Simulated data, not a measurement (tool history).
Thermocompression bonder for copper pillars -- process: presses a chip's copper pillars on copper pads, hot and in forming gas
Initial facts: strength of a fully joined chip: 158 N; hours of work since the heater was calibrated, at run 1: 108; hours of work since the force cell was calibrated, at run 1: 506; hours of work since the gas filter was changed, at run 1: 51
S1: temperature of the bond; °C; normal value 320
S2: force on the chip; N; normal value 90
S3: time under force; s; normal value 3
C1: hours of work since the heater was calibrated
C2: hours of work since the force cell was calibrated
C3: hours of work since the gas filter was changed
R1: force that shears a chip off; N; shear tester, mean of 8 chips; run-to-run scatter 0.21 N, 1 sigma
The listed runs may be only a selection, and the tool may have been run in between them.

Run 1, day 0.000: usual settings; C1 108; C2 506; C3 51. Result: R1 71.1 N.
Run 2, day 1.954: usual settings; C1 132; C2 530; C3 76. Result: R1 70.9 N.
Run 3, day 3.492: usual settings; C1 151; C2 550; C3 95. Result: R1 70.9 N.
Run 4, day 5.025: usual settings; C1 170; C2 569; C3 114. Result: R1 71.0 N.
Run 5, day 7.271: usual settings but S2 73 N; C1 198; C2 597; C3 142. Result: R1 63.3 N.
Run 6, day 9.104: usual settings but S2 73 N; C1 221; C2 620; C3 165. Result: R1 63.5 N.
Run 7, day 10.525: usual settings but S2 73 N; C1 239; C2 637; C3 182. Result: R1 63.5 N.
Run 8, day 12.571: usual settings; C1 264; C2 663; C3 208. Result: R1 70.8 N.
Run 9, day 14.600: usual settings; C1 289; C2 688; C3 233. Result: R1 70.9 N.
Run 10, day 15.904: usual settings but S2 83 N; C1 306; C2 704; C3 249. Result: R1 67.8 N.
Run 11, day 17.792: usual settings but S1 318 °C; C1 329; C2 728; C3 273. Result: R1 68.6 N.
Run 12, day 19.900: usual settings but S1 318 °C; C1 355; C2 754; C3 299. Result: R1 68.8 N.
Run 13, day 21.350: usual settings but S2 107 N; C1 373; C2 772; C3 317. Result: R1 77.1 N.
Run 14, day 22.442: usual settings but S1 295 °C; C1 387; C2 786; C3 331. Result: R1 50.5 N.
Run 15, day 24.821: usual settings but S1 295 °C; C1 417; C2 815; C3 360. Result: R1 50.3 N.
Run 16, day 26.088: usual settings but S1 295 °C; C1 432; C2 831; C3 376. Result: R1 50.1 N.
Run 17, day 28.258: usual settings; C1 459; C2 858; C3 403. Result: R1 70.4 N.
Run 18, day 29.783: usual settings but S1 317 °C; C1 478; C2 877; C3 422. Result: R1 67.3 N.
Run 19, day 31.021: usual settings but S1 317 °C; C1 494; C2 892; C3 438. Result: R1 67.7 N.
Run 20, day 33.321: usual settings but S1 317 °C; C1 522; C2 921; C3 466. Result: R1 67.4 N.
Run 21, day 35.150: usual settings but S1 297 °C, S2 60 N; C1 545; C2 944; C3 489. Result: R1 40.8 N.
At day 35.738: forming gas filter changed.
Run 22, day 36.996: usual settings but S1 297 °C, S2 60 N; C1 568; C2 967; C3 16. Result: R1 40.7 N.
Run 23, day 39.129: usual settings but S1 297 °C, S2 60 N; C1 595; C2 993; C3 42. Result: R1 40.5 N.
At day 40.788: heater calibrated with a thermocouple chip.
Run 24, day 41.429: usual settings but S1 328 °C, S2 64 N, S3 8 s; C1 8; C2 1021; C3 70. Result: R1 90.4 N.
Run 25, day 43.558: usual settings; C1 35; C2 1047; C3 96. Result: R1 69.4 N.
Run 26, day 45.958: usual settings but S2 91 N; C1 64; C2 1077; C3 126. Result: R1 69.7 N.
Run 27, day 48.371: usual settings but S1 300 °C, S2 63 N, S3 2 s; C1 94; C2 1107; C3 156. Result: R1 36.7 N.
At day 49.450: gauge calibrated.
Run 28, day 50.221: usual settings but S2 88 N; C1 117; C2 1130; C3 179. Result: R1 70.2 N.
Run 29, day 51.446: usual settings but S2 88 N; C1 133; C2 1145; C3 195. Result: R1 69.8 N.
Run 30, day 53.729: usual settings but S2 88 N; C1 161; C2 1174; C3 223. Result: R1 70.2 N.
Run 31, day 55.092: usual settings but S2 88 N; C1 178; C2 1191; C3 240. Result: R1 69.9 N.
Run 32, day 57.342: usual settings but S1 302 °C, S2 88 N; C1 206; C2 1219; C3 268. Result: R1 55.2 N.
Run 33, day 59.508: usual settings but S1 302 °C, S2 88 N; C1 233; C2 1246; C3 295. Result: R1 55.0 N.
Run 34, day 61.750: usual settings but S1 325 °C, S2 88 N, S3 6 s; C1 261; C2 1274; C3 323. Result: R1 93.6 N.
Run 35, day 64.225: usual settings but S1 346 °C, S2 75 N, S3 5 s; C1 292; C2 1305; C3 354. Result: R1 100.9 N.
Run 36, day 66.688: usual settings but S2 83 N; C1 322; C2 1335; C3 384. Result: R1 67.8 N.
Run 37, day 68.817: usual settings but S1 317 °C, S2 54 N; C1 349; C2 1362; C3 411. Result: R1 51.3 N.
Run 38, day 70.183: usual settings but S1 317 °C, S2 54 N; C1 366; C2 1379; C3 428. Result: R1 51.1 N.
Run 39, day 71.350: usual settings but S1 339 °C, S2 128 N, S3 2 s; C1 381; C2 1393; C3 442. Result: R1 89.2 N.

A few steps of R1 between consecutive runs. Split each: what settings, incoming material and random variation would produce without the hidden state, and what is left over for the hidden state, along with gauge scatter present in only one of the two compared results (measured, and without hidden state):
The tool's hidden condition here consists of: true temperature of the bond over the reading, C; force that reaches the chip, % of what is set; oxide that the forming gas leaves, % of the face; drift of the gauge itself on shear_n, %.
Run 23 -> 24: S1 297 -> 328, S2 60 -> 64, S3 3 -> 8, heater calibrated with a thermocouple chip. R1 +49.9 N: hidden state -1.2, all else +51.1.
Run 26 -> 27: S1 320 -> 300, S2 91 -> 63, S3 3 -> 2. R1 -33.0 N: hidden state +0.8, all else -33.8.
Run 27 -> 28: S1 300 -> 320, S2 63 -> 88, S3 2 -> 3, gauge calibrated. R1 +33.5 N: hidden state +0.7, all else +32.8.
Run 33 -> 34: S1 302 -> 325, S3 3 -> 6. R1 +38.6 N: hidden state -0.3, all else +38.9.
Run 38 -> 39: S1 317 -> 339, S2 54 -> 128, S3 3 -> 2. R1 +38.1 N: hidden state -0.4, all else +38.5.

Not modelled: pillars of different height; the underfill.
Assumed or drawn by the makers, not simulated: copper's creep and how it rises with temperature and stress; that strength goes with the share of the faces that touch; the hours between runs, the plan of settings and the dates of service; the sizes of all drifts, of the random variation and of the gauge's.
